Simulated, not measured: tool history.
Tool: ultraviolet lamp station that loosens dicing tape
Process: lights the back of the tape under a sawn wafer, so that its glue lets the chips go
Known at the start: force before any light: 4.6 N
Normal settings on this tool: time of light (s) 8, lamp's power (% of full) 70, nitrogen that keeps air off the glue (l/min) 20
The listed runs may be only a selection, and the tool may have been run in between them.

run	hour	time of light (s)	lamp's power (% of full)	nitrogen that keeps air off the glue (l/min)	force that peels the tape off (N)	light that reached the tape (mJ/cm²)
1	0	8	70	20	1.021	366
2	18.9	8	70	20	1.07	357
3	31.9	8	70	20	1.111	350
4	51.2	8	70	20	1.085	357
5	60.7	8	69	20	1.108	344
6	75.7	8	70	20	1.114	347
7	92.5	8	70	12	1.443	341
8	109.1	8	70	12	1.367	338
9	130.9	8	70	12	1.401	337
10	148.9	8	100	20	0.688	477
11	169.4	8	70	20	1.21	328
12	182.6	8	62	20	1.402	295
# hour 195.3: window cleaned of glue's vapour
13	203.8	13	70	20	0.639	512
14	217.3	13	70	20	0.655	506
15	227.9	13	70	20	0.643	508
16	247.9	13	70	20	0.63	502
17	258.8	8	70	20	1.298	304
# hour 271.3: window cleaned of glue's vapour, once more
18	278	8	70	20	1.028	364
19	294.5	8	87	20	0.789	449
20	311.1	8	87	20	0.797	441
21	329.5	8	61	20	1.289	308
22	342.5	8	85	20	0.805	423
23	358.7	8	75	32	0.798	378
24	371.1	15	70	12	0.581	654
25	381.8	5	90	12	1.741	279
26	404	6	70	20	1.555	257
27	422.1	8	72	13	1.345	352
28	436.1	8	72	13	1.357	347
29	452.2	5	73	15	2	221
30	468.4	11	70	13	0.963	451
31	491.1	8	69	13	1.498	324
32	501.7	4	82	30	1.773	188
33	524	4	91	18	1.947	206
34	537.9	8	78	7	1.676	357
35	558.5	6	93	7	1.872	312
36	571.4	4	70	7	2.851	154
37	590.4	4	70	7	2.908	155
38	603.6	13	70	17	0.725	505
39	620.4	13	70	17	0.715	498
40	636	8	70	11	1.634	307
41	655.3	8	70	11	1.718	300

Predict each of these 3 candidate next runs independently; none follows another, all start after run 41:
A	668.8	13	92	25	?	?
B	668.8	5	70	40	?	?
C	668.8	8	91	20	?	?

run	force that peels the tape off (N)	light that reached the tape (mJ/cm²)
A	0.394	634
B	1.761	188
C	0.969	387
With the hidden condition removed and each run's random variation left untouched, the same runs would have given:
run	force that peels the tape off (N)	light that reached the tape (mJ/cm²)
A	0.236	962
B	1.115	285
C	0.515	586
